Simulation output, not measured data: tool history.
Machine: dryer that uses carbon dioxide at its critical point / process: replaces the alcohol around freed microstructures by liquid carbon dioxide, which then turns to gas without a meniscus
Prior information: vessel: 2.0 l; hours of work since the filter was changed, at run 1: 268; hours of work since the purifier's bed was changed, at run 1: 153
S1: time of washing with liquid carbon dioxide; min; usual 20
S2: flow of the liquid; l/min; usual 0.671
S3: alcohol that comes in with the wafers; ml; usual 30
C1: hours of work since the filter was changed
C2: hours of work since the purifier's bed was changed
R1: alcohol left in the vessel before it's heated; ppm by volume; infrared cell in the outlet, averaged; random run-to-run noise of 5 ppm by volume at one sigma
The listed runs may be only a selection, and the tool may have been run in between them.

run,hour,S1,S2,S3,C1,C2,R1
1,0.0,20,0.671,30,268,153,58
2,9.1,20,0.671,30,272,157,71
3,18.0,20,0.671,49,276,161,82
4,25.0,20,0.953,30,279,165,29
5,29.5,20,0.671,30,281,167,65
6,36.2,20,0.671,30,284,170,67
7,43.7,21,0.431,30,287,173,312
8,54.0,16,0.791,117,292,178,205
9,60.8,26,1.113,35,295,181,35
10,66.4,26,1.113,112,298,183,35
11,71.8,26,1.113,112,300,186,29
12,78.9,26,1.113,112,303,189,30

Here are 3 independent what-if runs from the current tool condition. What would each one return?
A,87.7,17,0.684,112,307,193,?
B,87.7,20,0.426,35,307,193,?
C,87.7,27,0.906,112,307,193,?

run,R1
A,325
B,464
C,32
The same runs, with their run-to-run variation unchanged, on a tool lacking any hidden condition would have given:
run,R1
A,228
B,361
C,3
